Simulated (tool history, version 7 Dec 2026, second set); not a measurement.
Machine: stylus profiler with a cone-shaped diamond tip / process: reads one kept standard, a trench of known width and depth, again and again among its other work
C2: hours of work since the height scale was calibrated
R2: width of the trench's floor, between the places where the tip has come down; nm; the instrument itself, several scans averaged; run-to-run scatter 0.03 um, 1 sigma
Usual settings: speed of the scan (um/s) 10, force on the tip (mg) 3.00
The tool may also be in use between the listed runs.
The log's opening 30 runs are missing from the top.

{"run": 31, "day": 33.754, "speed of the scan (um/s)": 2, "force on the tip (mg)": 6.53, "scans with this tip": 13201, "C2": 1324, "depth of the trench (nm)": 517.77, "R2": 93700}
{"run": 32, "day": 35.329, "speed of the scan (um/s)": 5, "force on the tip (mg)": 1.54, "scans with this tip": 13415, "C2": 1346, "depth of the trench (nm)": 508.0, "R2": 93720}
{"run": 33, "day": 36.533, "speed of the scan (um/s)": 10, "force on the tip (mg)": 2.54, "scans with this tip": 13579, "C2": 1362, "depth of the trench (nm)": 510.35, "R2": 93670}
{"run": 34, "day": 37.754, "speed of the scan (um/s)": 26, "force on the tip (mg)": 1.56, "scans with this tip": 13745, "C2": 1379, "depth of the trench (nm)": 508.06, "R2": 93570}
{"run": 35, "day": 39.262, "speed of the scan (um/s)": 7, "force on the tip (mg)": 2.02, "scans with this tip": 13951, "C2": 1400, "depth of the trench (nm)": 508.98, "R2": 93630}
{"run": 36, "day": 40.162, "speed of the scan (um/s)": 6, "force on the tip (mg)": 6.25, "scans with this tip": 14074, "C2": 1412, "depth of the trench (nm)": 517.5, "R2": 93570}
{"run": 37, "day": 41.288, "speed of the scan (um/s)": 6, "force on the tip (mg)": 6.25, "scans with this tip": 14227, "C2": 1427, "depth of the trench (nm)": 517.36, "R2": 93650}
{"day": 41.629, "done": "height scale calibrated on a step standard"}
{"run": 38, "day": 42.7, "speed of the scan (um/s)": 3, "force on the tip (mg)": 7.89, "scans with this tip": 14417, "C2": 15, "depth of the trench (nm)": 517.46, "R2": 93620}
{"run": 39, "day": 43.767, "speed of the scan (um/s)": 3, "force on the tip (mg)": 7.89, "scans with this tip": 14562, "C2": 29, "depth of the trench (nm)": 517.41, "R2": 93570}
{"run": 40, "day": 44.442, "speed of the scan (um/s)": 11, "force on the tip (mg)": 4.12, "scans with this tip": 14654, "C2": 38, "depth of the trench (nm)": 511.29, "R2": 93580}
{"run": 41, "day": 45.162, "speed of the scan (um/s)": 5, "force on the tip (mg)": 8.34, "scans with this tip": 14753, "C2": 48, "depth of the trench (nm)": 518.3, "R2": 93550}
{"run": 42, "day": 46.175, "speed of the scan (um/s)": 5, "force on the tip (mg)": 8.34, "scans with this tip": 14891, "C2": 62, "depth of the trench (nm)": 518.26, "R2": 93530}
{"run": 43, "day": 47.504, "speed of the scan (um/s)": 10, "force on the tip (mg)": 8.35, "scans with this tip": 15072, "C2": 80, "depth of the trench (nm)": 518.44, "R2": 93500}
{"run": 44, "day": 48.25, "speed of the scan (um/s)": 4, "force on the tip (mg)": 1.31, "scans with this tip": 15174, "C2": 91, "depth of the trench (nm)": 505.08, "R2": 93510}
{"run": 45, "day": 49.025, "speed of the scan (um/s)": 4, "force on the tip (mg)": 1.31, "scans with this tip": 15279, "C2": 101, "depth of the trench (nm)": 505.61, "R2": 93430}
{"run": 46, "day": 49.754, "speed of the scan (um/s)": 3, "force on the tip (mg)": 7.57, "scans with this tip": 15379, "C2": 111, "depth of the trench (nm)": 517.43, "R2": 93440}

Here are 3 independent what-if runs from the current tool condition. What would each one return?
{"run": "A", "day": 50.475, "speed of the scan (um/s)": 39, "force on the tip (mg)": 5.84, "scans with this tip": 15477, "C2": 121, "depth of the trench (nm)": "?", "R2": "?"}
{"run": "B", "day": 50.475, "speed of the scan (um/s)": 15, "force on the tip (mg)": 2.7, "scans with this tip": 15477, "C2": 121, "depth of the trench (nm)": "?", "R2": "?"}
{"run": "C", "day": 50.475, "speed of the scan (um/s)": 6, "force on the tip (mg)": 1.82, "scans with this tip": 15477, "C2": 121, "depth of the trench (nm)": "?", "R2": "?"}

run=A depth_of_the_trench_(nm)=514.57 R2=93390
run=B depth_of_the_trench_(nm)=508.51 R2=93410
run=C depth_of_the_trench_(nm)=506.56 R2=93440
Take away the tool's hidden state, keep each run's random variation, and the runs would have read:
run=A depth_of_the_trench_(nm)=514.61 R2=95560
run=B depth_of_the_trench_(nm)=508.54 R2=95580
run=C depth_of_the_trench_(nm)=506.60 R2=95600

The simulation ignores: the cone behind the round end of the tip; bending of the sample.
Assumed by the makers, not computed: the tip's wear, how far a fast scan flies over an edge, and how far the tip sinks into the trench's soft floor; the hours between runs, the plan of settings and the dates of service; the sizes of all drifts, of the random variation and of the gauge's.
